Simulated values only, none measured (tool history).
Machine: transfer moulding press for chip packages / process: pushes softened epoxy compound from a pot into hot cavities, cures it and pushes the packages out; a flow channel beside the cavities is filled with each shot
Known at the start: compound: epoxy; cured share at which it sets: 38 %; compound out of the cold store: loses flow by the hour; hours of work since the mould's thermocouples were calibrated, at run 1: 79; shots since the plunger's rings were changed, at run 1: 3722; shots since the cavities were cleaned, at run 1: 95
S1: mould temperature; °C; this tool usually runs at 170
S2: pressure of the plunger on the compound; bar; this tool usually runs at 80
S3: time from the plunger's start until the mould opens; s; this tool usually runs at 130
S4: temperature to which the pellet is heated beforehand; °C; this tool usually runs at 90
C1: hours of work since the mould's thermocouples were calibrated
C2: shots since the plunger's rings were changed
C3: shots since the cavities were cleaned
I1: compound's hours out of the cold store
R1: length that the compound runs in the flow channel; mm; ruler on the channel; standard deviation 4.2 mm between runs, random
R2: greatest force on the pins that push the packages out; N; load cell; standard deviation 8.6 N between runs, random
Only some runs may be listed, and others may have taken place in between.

| run | hour | S1 | S2 | S3 | S4 | C1 | C2 | C3 | I1 | R1 | R2 |
|---|---|---|---|---|---|---|---|---|---|---|---|
| 1 | 0 | 170 | 80 | 130 | 90 | 79 | 3722 | 95 | 47.9 | 695 | 370 |
| 2 | 6.2 | 170 | 80 | 130 | 90 | 82 | 3760 | 133 | 23.6 | 749 | 374 |
| 3 | 13.6 | 170 | 80 | 130 | 90 | 85 | 3804 | 177 | 22.4 | 751 | 370 |
| 4 | 22.3 | 170 | 80 | 130 | 90 | 89 | 3856 | 229 | 37.7 | 714 | 373 |
| 5 | 28.2 | 170 | 80 | 130 | 90 | 91 | 3892 | 265 | 43.2 | 700 | 368 |
| 6 | 35.7 | 170 | 80 | 130 | 90 | 94 | 3937 | 310 | 36.6 | 722 | 379 |
| 7 | 43.4 | 170 | 66.3 | 130 | 90 | 98 | 3983 | 356 | 16.9 | 690 | 384 |
| 8 | 48.5 | 170 | 66.3 | 130 | 90 | 100 | 4014 | 387 | 35.6 | 653 | 392 |
| 9 | 54.1 | 171 | 63.9 | 130 | 90 | 102 | 4047 | 420 | 22 | 666 | 363 |
| 10 | 58.3 | 170 | 95.5 | 146 | 90 | 104 | 4073 | 446 | 29.2 | 794 | 356 |
| 11 | 67.2 | 167 | 80 | 124 | 90 | 108 | 4126 | 499 | 19.6 | 764 | 490 |

Below are 4 alternative next runs, each starting from the tool's condition after run 11. Predict each:
| A | 72 | 167 | 70 | 130 | 97 | 110 | 4155 | 528 | 9.7 | ? | ? |
| B | 72 | 170 | 80 | 118 | 90 | 110 | 4155 | 528 | 24.8 | ? | ? |
| C | 72 | 167 | 90.1 | 120 | 81 | 110 | 4155 | 528 | 13.6 | ? | ? |
| D | 72 | 175 | 78.2 | 130 | 90 | 110 | 4155 | 528 | 23.8 | ? | ? |

| run | R1 | R2 |
|---|---|---|
| A | 727 | 436 |
| B | 743 | 436 |
| C | 823 | 537 |
| D | 717 | 339 |
With no hidden state in the tool, these same runs would have given:
| run | R1 | R2 |
|---|---|---|
| A | 728 | 434 |
| B | 743 | 434 |
| C | 824 | 535 |
| D | 717 | 338 |
